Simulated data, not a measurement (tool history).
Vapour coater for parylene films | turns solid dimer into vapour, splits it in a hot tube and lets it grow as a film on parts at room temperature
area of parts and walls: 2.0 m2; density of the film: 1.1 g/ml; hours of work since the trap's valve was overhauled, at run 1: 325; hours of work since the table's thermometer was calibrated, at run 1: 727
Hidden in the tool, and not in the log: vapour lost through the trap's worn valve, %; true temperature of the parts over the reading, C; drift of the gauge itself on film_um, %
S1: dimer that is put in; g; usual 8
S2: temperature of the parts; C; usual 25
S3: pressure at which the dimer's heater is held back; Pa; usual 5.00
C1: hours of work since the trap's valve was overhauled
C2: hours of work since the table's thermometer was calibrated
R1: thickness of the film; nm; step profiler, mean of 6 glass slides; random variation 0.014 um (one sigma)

run 1 hour=0.0 | S1=8 S2=25 S3=5.00 | C1=325 C2=727 | R1=2430
run 2 hour=40.4 | S1=8 S2=25 S3=5.00 | C1=344 C2=745 | R1=2450
run 3 hour=92.4 | S1=8 S2=25 S3=5.00 | C1=368 C2=770 | R1=2410
run 4 hour=138.8 | S1=8 S2=25 S3=5.00 | C1=390 C2=791 | R1=2420
run 5 hour=176.9 | S1=8 S2=25 S3=5.00 | C1=407 C2=809 | R1=2400
-- hour=187.3 trap's valve overhauled
run 6 hour=218.7 | S1=8 S2=25 S3=5.00 | C1=15 C2=827 | R1=2330
run 7 hour=263.6 | S1=5 S2=36 S3=5.00 | C1=36 C2=847 | R1=1190
run 8 hour=299.7 | S1=9 S2=29 S3=10.85 | C1=52 C2=864 | R1=2030
run 9 hour=344.1 | S1=9 S2=29 S3=10.85 | C1=73 C2=885 | R1=2000
-- hour=359.2 trap's valve overhauled, once more
run 10 hour=407.8 | S1=3 S2=25 S3=7.96 | C1=23 C2=913 | R1=840
run 11 hour=444.2 | S1=7 S2=25 S3=5.21 | C1=40 C2=930 | R1=2180

Hidden state or all else? Some run-to-run changes of R1, split into what the settings, what came in and random variation would give without the hidden state, and what is left for the hidden state (with any gauge scatter that isn't in both results):
Run 9 -> 10: S1 9 -> 3, S2 29 -> 25, S3 10.85 -> 7.96, trap's valve overhauled, once more. R1 -1160 nm: hidden state +190, all else -1350.
Run 10 -> 11: S1 3 -> 7, S3 7.96 -> 5.21. R1 +1340 nm: hidden state -10, all else +1350.
